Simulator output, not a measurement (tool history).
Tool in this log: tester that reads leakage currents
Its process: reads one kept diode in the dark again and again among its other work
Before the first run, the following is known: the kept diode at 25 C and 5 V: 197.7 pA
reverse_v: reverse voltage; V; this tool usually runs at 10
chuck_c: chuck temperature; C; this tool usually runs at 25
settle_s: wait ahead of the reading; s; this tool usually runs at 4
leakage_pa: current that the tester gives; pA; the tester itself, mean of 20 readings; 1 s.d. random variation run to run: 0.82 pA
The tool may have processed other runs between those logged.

run	hour	reverse_v	chuck_c	settle_s	leakage_pa
1	0	10	25	4	287.76
2	37.2	10	25	4	288.12
3	90.2	10	25	4	287.46
4	139.3	10	25	4	286.46
5	182.6	10	25	4	286.48
6	241.2	10	25	4	286.79
7	316.7	10	35	4	695.64
8	382.5	10	35	4	693.64
9	456.2	1.2	25	4	104.39
10	526.7	2.1	25	4	135.25
11	571.8	2.1	25	4	135.52
12	617.7	2.1	25	4	135.29
13	658.4	10	28	4	369.83
14	725.2	10	25	4	281.42
15	792.3	10	25	4	279.75
16	832.9	10	25	4	280.22
17	908.5	10	49	4	2206.02
18	942.7	6.2	25	4	222.31
19	987.4	6.2	25	4	221.52
20	1031.6	6.2	25	4	220.5
21	1083.7	6.2	25	4	220.58
22	1124.5	6.2	25	4	220.17
23	1192.5	4.7	25	1.37	193.07
24	1238.7	4.7	25	1.37	192.8
25	1312.5	8.9	25	1.37	262.38
26	1351.3	1.8	24	1.82	111.16
27	1424.8	6.6	36	4.3	596.94
# hour 1452.8: probe card cleaned and baked
28	1465.6	6.6	36	4.3	580.13
29	1529.6	3.3	47	1.27	1100.32

Each row is a separate what-if for the run after 29, all from the same tool condition, not one after another. Results?
A	1564.1	3.3	47	0.52	?
B	1564.1	10.6	53	1.27	?
C	1564.1	19.1	30	5.68	?

run	leakage_pa
A	1096.68
B	3035.68
C	545.45
The same runs, with their run-to-run variation unchanged, on a tool lacking any hidden condition would have given:
run	leakage_pa
A	1161.81
B	3209.9
C	580.58
